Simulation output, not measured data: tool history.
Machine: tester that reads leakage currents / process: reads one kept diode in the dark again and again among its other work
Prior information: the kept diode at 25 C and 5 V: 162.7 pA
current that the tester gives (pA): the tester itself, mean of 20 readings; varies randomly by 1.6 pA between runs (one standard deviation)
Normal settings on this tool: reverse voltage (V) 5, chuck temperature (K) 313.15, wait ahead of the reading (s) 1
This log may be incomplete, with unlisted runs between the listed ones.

run,day,reverse voltage (V),chuck temperature (K),wait ahead of the reading (s),current that the tester gives (pA)
1,0,5,313.15,1,551.3
2,0.804,11.1,313.15,1,778.69
3,1.692,5,313.15,1,551.94
4,2.342,5,326.15,1,1388.96
5,2.988,5,326.15,1,1396.6
6,3.729,5,326.15,1,1384.81
7,4.992,5,322.15,1,1055.35
8,5.908,3.12,313.15,1,455.77
9,7.271,3.12,313.15,1,455.8
10,8.521,5,313.15,2.84,559.66
# day 8.683: chuck's temperature calibrated
11,9.833,5,313.15,2.84,571.68
12,10.842,5,313.15,2.84,571.35
13,11.412,5,313.15,2.84,570.74
14,12.25,5,313.15,2.84,570.71
15,12.912,5,313.15,2.84,575.55
16,13.55,5,313.15,2.84,569.43
17,14.525,5,319.15,2.84,880.4
18,15.817,5,319.15,0.85,881.98
# day 16.842: chuck's temperature calibrated, once more
19,17.267,5,305.15,0.85,290.51
20,18.325,5,294.15,5.81,123.81
21,19.038,5,294.15,5.81,123.13
22,19.754,5,294.15,5.81,123.46

Pick out some run-to-run changes in current that the tester gives (pA). Of each, how much would a tool without hidden state show as well, from the settings, what came in and chance, and how much is left for the hidden state and any gauge scatter not in both results compared?
Hidden conditions of the tool in this case: stray current of the dirty probe card, pA a volt; current scale over the true one, %; true chuck temperature over the reading, C; drift of the gauge itself on leakage_pa, %.
Run 3 -> 4: chuck temperature (K) 313.15 -> 326.15. current that the tester gives (pA) +837.02: hidden state +32.34, all else +804.68.
Run 7 -> 8: reverse voltage (V) 5 -> 3.12, chuck temperature (K) 322.15 -> 313.15. current that the tester gives (pA) -599.58: hidden state -26.7, all else -572.88.
Run 18 -> 19: chuck temperature (K) 319.15 -> 305.15, chuck's temperature calibrated, once more. current that the tester gives (pA) -591.47: hidden state -64.42, all else -527.05.
